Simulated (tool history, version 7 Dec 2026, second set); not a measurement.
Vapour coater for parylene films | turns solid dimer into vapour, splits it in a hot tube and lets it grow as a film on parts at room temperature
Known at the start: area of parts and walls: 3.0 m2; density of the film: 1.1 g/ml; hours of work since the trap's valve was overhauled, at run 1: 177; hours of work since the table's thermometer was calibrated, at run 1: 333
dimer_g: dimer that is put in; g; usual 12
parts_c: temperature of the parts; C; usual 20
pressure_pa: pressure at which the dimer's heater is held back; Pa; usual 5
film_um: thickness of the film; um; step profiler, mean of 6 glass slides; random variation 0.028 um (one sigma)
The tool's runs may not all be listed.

run,hour,dimer_g,parts_c,pressure_pa,hours of work since the trap's valve was overhauled,hours of work since the table's thermometer was calibrated,film_um
1,0,12,20,5,177,333,2.62
2,50.3,12,20,5,207,363,2.63
3,111.2,12,20,5,243,400,2.6
4,183,17,20,5,286,442,3.66
5,231.8,17,20,5,315,471,3.7
6,298.6,12,20,6.89,355,511,2.55
7,366.9,12,20,6.89,396,552,2.49
8,441.8,12,20,6.89,440,596,2.46
9,479.8,12,20,5,463,619,2.54
10,516.7,12,20,5,485,641,2.55
# hour 526.5: trap's valve overhauled
11,578.2,12,20,5,31,675,2.64
12,637.9,10,20,5,66,711,2.25
13,706.5,7,20,5,107,751,1.55
14,757.6,7,20,5,138,782,1.56
15,832.4,7,20,5,182,826,1.53
16,868.8,12,13,5,204,848,2.98
17,942.8,12,13,4.39,248,892,2.99
18,1021.2,17,20,2.62,294,939,3.8
# hour 1073.6: table's thermometer calibrated
19,1085.8,17,20,2.62,332,7,3.95
20,1151.6,17,13,2.62,371,46,4.44
21,1213.9,17,13,2.62,409,84,4.36
22,1278.4,17,13,2.62,447,122,4.42

Forecast each of these 5 alternatives for the next run:
# hour 1351.9: trap's valve overhauled
A,1365,21,13,2.75,8,171,?
# hour 1351.9: trap's valve overhauled
B,1365,17,31,2.62,8,171,?
# hour 1351.9: trap's valve overhauled
C,1365,20,15,5,8,171,?
# hour 1351.9: trap's valve overhauled
D,1365,15,20,2.88,8,171,?
# hour 1351.9: trap's valve overhauled
E,1365,12,12,5,8,171,?

run,film_um
A,5.54
B,3.26
C,4.94
D,3.5
E,3.11
Without the tool's hidden state the same runs would have given:
run,film_um
A,5.61
B,3.3
C,5
D,3.54
E,3.16
